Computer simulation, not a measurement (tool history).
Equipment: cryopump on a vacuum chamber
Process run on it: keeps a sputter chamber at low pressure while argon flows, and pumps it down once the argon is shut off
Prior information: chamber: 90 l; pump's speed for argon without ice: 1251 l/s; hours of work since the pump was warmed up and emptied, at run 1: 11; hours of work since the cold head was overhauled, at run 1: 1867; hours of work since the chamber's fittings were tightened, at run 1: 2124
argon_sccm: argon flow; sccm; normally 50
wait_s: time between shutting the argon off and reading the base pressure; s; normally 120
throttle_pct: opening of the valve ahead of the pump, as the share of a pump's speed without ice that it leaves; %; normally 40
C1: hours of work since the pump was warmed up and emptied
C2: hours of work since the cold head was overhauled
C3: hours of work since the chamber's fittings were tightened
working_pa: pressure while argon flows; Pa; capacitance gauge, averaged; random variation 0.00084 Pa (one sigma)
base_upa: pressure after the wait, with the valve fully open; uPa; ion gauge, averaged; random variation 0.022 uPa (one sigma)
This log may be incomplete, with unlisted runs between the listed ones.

run 1 hour=0.0 | argon_sccm=50 wait_s=120 throttle_pct=40 | C1=11 C2=1867 C3=2124 | working_pa=0.1707 base_upa=1.13
run 2 hour=27.6 | argon_sccm=50 wait_s=120 throttle_pct=40 | C1=35 C2=1891 C3=2149 | working_pa=0.1734 base_upa=1.18
run 3 hour=81.4 | argon_sccm=50 wait_s=120 throttle_pct=40 | C1=83 C2=1939 C3=2197 | working_pa=0.1714 base_upa=1.19
run 4 hour=135.3 | argon_sccm=50 wait_s=120 throttle_pct=40 | C1=131 C2=1987 C3=2244 | working_pa=0.1745 base_upa=1.18
run 5 hour=186.0 | argon_sccm=50 wait_s=120 throttle_pct=40 | C1=176 C2=2031 C3=2289 | working_pa=0.1774 base_upa=1.22
run 6 hour=231.4 | argon_sccm=50 wait_s=120 throttle_pct=40 | C1=216 C2=2072 C3=2329 | working_pa=0.1771 base_upa=1.25
run 7 hour=255.6 | argon_sccm=50 wait_s=120 throttle_pct=40 | C1=237 C2=2093 C3=2351 | working_pa=0.1772 base_upa=1.28
run 8 hour=285.8 | argon_sccm=50 wait_s=120 throttle_pct=40 | C1=264 C2=2120 C3=2378 | working_pa=0.1776 base_upa=1.30
run 9 hour=323.9 | argon_sccm=50 wait_s=120 throttle_pct=40 | C1=298 C2=2154 C3=2411 | working_pa=0.1795 base_upa=1.27
run 10 hour=350.8 | argon_sccm=50 wait_s=120 throttle_pct=40 | C1=322 C2=2177 C3=2435 | working_pa=0.1811 base_upa=1.34
-- hour=361.2 leaking fittings of the chamber tightened, without venting
run 11 hour=389.3 | argon_sccm=50 wait_s=120 throttle_pct=40 | C1=354 C2=2210 C3=25 | working_pa=0.1822 base_upa=0.62
run 12 hour=440.8 | argon_sccm=50 wait_s=120 throttle_pct=40 | C1=400 C2=2255 C3=70 | working_pa=0.1839 base_upa=0.68
run 13 hour=479.7 | argon_sccm=47 wait_s=120 throttle_pct=40 | C1=434 C2=2290 C3=105 | working_pa=0.1735 base_upa=0.69
run 14 hour=508.0 | argon_sccm=39 wait_s=120 throttle_pct=40 | C1=459 C2=2315 C3=130 | working_pa=0.1430 base_upa=0.66
run 15 hour=537.4 | argon_sccm=50 wait_s=120 throttle_pct=40 | C1=485 C2=2341 C3=156 | working_pa=0.1866 base_upa=0.69
run 16 hour=563.2 | argon_sccm=50 wait_s=67 throttle_pct=40 | C1=508 C2=2364 C3=179 | working_pa=0.1873 base_upa=0.99
run 17 hour=588.3 | argon_sccm=50 wait_s=67 throttle_pct=40 | C1=530 C2=2386 C3=201 | working_pa=0.1873 base_upa=0.94
run 18 hour=641.7 | argon_sccm=50 wait_s=67 throttle_pct=40 | C1=577 C2=2433 C3=248 | working_pa=0.1902 base_upa=0.95
run 19 hour=694.8 | argon_sccm=36 wait_s=61 throttle_pct=27 | C1=624 C2=2480 C3=295 | working_pa=0.1978 base_upa=1.08
run 20 hour=722.6 | argon_sccm=24 wait_s=120 throttle_pct=40 | C1=649 C2=2505 C3=320 | working_pa=0.0926 base_upa=0.76
run 21 hour=751.3 | argon_sccm=50 wait_s=38 throttle_pct=40 | C1=674 C2=2530 C3=345 | working_pa=0.1930 base_upa=1.49
run 22 hour=797.0 | argon_sccm=27 wait_s=28 throttle_pct=18 | C1=715 C2=2571 C3=386 | working_pa=0.2195 base_upa=1.89
run 23 hour=833.6 | argon_sccm=48 wait_s=23 throttle_pct=52 | C1=747 C2=2603 C3=418 | working_pa=0.1519 base_upa=2.15
run 24 hour=882.7 | argon_sccm=48 wait_s=23 throttle_pct=52 | C1=791 C2=2647 C3=462 | working_pa=0.1546 base_upa=2.27
run 25 hour=933.3 | argon_sccm=53 wait_s=120 throttle_pct=24 | C1=836 C2=2692 C3=507 | working_pa=0.3335 base_upa=0.89
run 26 hour=965.2 | argon_sccm=53 wait_s=120 throttle_pct=24 | C1=864 C2=2720 C3=535 | working_pa=0.3335 base_upa=0.90
run 27 hour=1006.0 | argon_sccm=60 wait_s=120 throttle_pct=16 | C1=900 C2=2756 C3=571 | working_pa=0.5476 base_upa=0.93
-- hour=1020.1 pump warmed up, emptied and cooled again
run 28 hour=1053.4 | argon_sccm=65 wait_s=268 throttle_pct=21 | C1=30 C2=2794 C3=609 | working_pa=0.4210 base_upa=0.55
run 29 hour=1083.5 | argon_sccm=50 wait_s=147 throttle_pct=40 | C1=56 C2=2820 C3=635 | working_pa=0.1718 base_upa=0.66
run 30 hour=1129.7 | argon_sccm=57 wait_s=147 throttle_pct=27 | C1=97 C2=2861 C3=676 | working_pa=0.2924 base_upa=0.71
run 31 hour=1156.7 | argon_sccm=67 wait_s=53 throttle_pct=22 | C1=121 C2=2885 C3=700 | working_pa=0.4223 base_upa=1.23
run 32 hour=1200.4 | argon_sccm=67 wait_s=53 throttle_pct=22 | C1=160 C2=2924 C3=739 | working_pa=0.4229 base_upa=1.18
run 33 hour=1248.2 | argon_sccm=44 wait_s=120 throttle_pct=28 | C1=202 C2=2966 C3=781 | working_pa=0.2201 base_upa=0.80

4 ways to go on from here, each from the tool as it stands after run 33. What would each give?
run A hour=1282.0 | argon_sccm=50 wait_s=120 throttle_pct=33 | C1=232 C2=2996 C3=811 | working_pa=? base_upa=?
run B hour=1282.0 | argon_sccm=55 wait_s=120 throttle_pct=23 | C1=232 C2=2996 C3=811 | working_pa=? base_upa=?
run C hour=1282.0 | argon_sccm=50 wait_s=85 throttle_pct=40 | C1=232 C2=2996 C3=811 | working_pa=? base_upa=?
run D hour=1282.0 | argon_sccm=50 wait_s=68 throttle_pct=22 | C1=232 C2=2996 C3=811 | working_pa=? base_upa=?

run=A working_pa=0.2123 base_upa=0.83
run=B working_pa=0.3337 base_upa=0.81
run=C working_pa=0.1792 base_upa=0.98
run=D working_pa=0.3174 base_upa=1.12
What these runs would have given with no unlogged condition in the tool:
run=A working_pa=0.2031 base_upa=0.56
run=B working_pa=0.3235 base_upa=0.54
run=C working_pa=0.1699 base_upa=0.72
run=D working_pa=0.3081 base_upa=0.85

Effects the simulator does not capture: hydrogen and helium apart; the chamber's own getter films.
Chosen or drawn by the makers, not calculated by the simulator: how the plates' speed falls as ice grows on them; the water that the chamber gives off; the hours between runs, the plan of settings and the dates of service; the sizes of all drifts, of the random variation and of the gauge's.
